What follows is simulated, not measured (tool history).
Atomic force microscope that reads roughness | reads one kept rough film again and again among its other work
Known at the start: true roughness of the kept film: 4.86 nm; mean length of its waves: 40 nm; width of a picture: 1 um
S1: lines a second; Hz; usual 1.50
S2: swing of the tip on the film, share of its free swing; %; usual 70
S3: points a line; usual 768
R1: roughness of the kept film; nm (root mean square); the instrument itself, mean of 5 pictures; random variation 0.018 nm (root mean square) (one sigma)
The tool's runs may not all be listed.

| run | hour | S1 | S2 | S3 | R1 |
|---|---|---|---|---|---|
| 1 | 0.0 | 1.50 | 70 | 768 | 4.392 |
| 2 | 26.8 | 1.50 | 70 | 701 | 4.338 |
| 3 | 53.0 | 1.50 | 70 | 701 | 4.364 |
| 4 | 77.1 | 1.50 | 70 | 701 | 4.356 |
| 5 | 96.9 | 1.22 | 70 | 768 | 4.404 |
| 6 | 125.8 | 1.96 | 70 | 827 | 4.286 |
| 7 | 146.7 | 1.96 | 70 | 827 | 4.282 |
| 8 | 175.7 | 1.13 | 59 | 277 | 4.475 |
| 9 | 193.6 | 1.50 | 82 | 768 | 4.174 |
| 10 | 218.4 | 1.32 | 58 | 768 | 4.503 |

Taken out of this log: 1 entry between the listed runs. Where each belongs, and how the hidden state differs across it:
Between runs 4 and 5: new tip fitted (hour 79.0)
  radius of the tip, nm: 5.1 -> 5

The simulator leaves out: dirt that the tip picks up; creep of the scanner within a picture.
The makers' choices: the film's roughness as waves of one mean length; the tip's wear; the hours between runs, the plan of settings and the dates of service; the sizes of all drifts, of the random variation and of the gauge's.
